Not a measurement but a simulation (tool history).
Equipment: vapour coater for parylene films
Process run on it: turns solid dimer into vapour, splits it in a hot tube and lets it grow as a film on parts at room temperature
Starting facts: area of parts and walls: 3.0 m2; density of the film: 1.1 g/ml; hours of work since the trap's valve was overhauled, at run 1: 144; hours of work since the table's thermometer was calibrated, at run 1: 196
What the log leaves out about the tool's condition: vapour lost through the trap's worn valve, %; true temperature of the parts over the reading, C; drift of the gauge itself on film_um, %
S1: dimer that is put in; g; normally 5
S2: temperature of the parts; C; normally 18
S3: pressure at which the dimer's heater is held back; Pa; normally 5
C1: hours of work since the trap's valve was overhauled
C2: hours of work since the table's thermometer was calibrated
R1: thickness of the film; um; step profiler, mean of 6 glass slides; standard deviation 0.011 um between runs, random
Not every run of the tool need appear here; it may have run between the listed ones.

run 1 hour=0 | S1=5 S2=18 S3=5 | C1=144 C2=196 | R1=0.72
run 2 hour=42.6 | S1=5 S2=10 S3=5 | C1=177 C2=229 | R1=1.06
run 3 hour=105.3 | S1=5 S2=10 S3=5 | C1=227 C2=278 | R1=1.04
run 4 hour=153.1 | S1=5 S2=18 S3=4.14 | C1=264 C2=316 | R1=0.73
run 5 hour=187.9 | S1=5 S2=18 S3=4.14 | C1=291 C2=343 | R1=0.7
run 6 hour=255.3 | S1=8 S2=18 S3=6.15 | C1=344 C2=396 | R1=1.03
-- hour=275 trap's valve overhauled
run 7 hour=311.3 | S1=8 S2=18 S3=6.15 | C1=29 C2=437 | R1=1.18
-- hour=319 table's thermometer calibrated
run 8 hour=377 | S1=2 S2=24 S3=9.74 | C1=79 C2=46 | R1=0.2
run 9 hour=424.8 | S1=9 S2=21 S3=11.2 | C1=117 C2=83 | R1=0.98
-- hour=435.6 table's thermometer calibrated, once more
run 10 hour=467.4 | S1=7 S2=14 S3=9.04 | C1=150 C2=25 | R1=1.13

Predict each of these 3 candidate next runs independently; none follows another, all start after run 10:
run A hour=524.2 | S1=2 S2=11 S3=2.67 | C1=194 C2=70 | R1=?
run B hour=524.2 | S1=6 S2=18 S3=2.41 | C1=194 C2=70 | R1=?
run C hour=524.2 | S1=6 S2=14 S3=9.04 | C1=194 C2=70 | R1=?

run=A R1=0.45
run=B R1=0.97
run=C R1=0.95
Stripped of hidden state, with their random variation kept, the same runs would have yielded:
run=A R1=0.49
run=B R1=1.05
run=C R1=1.04
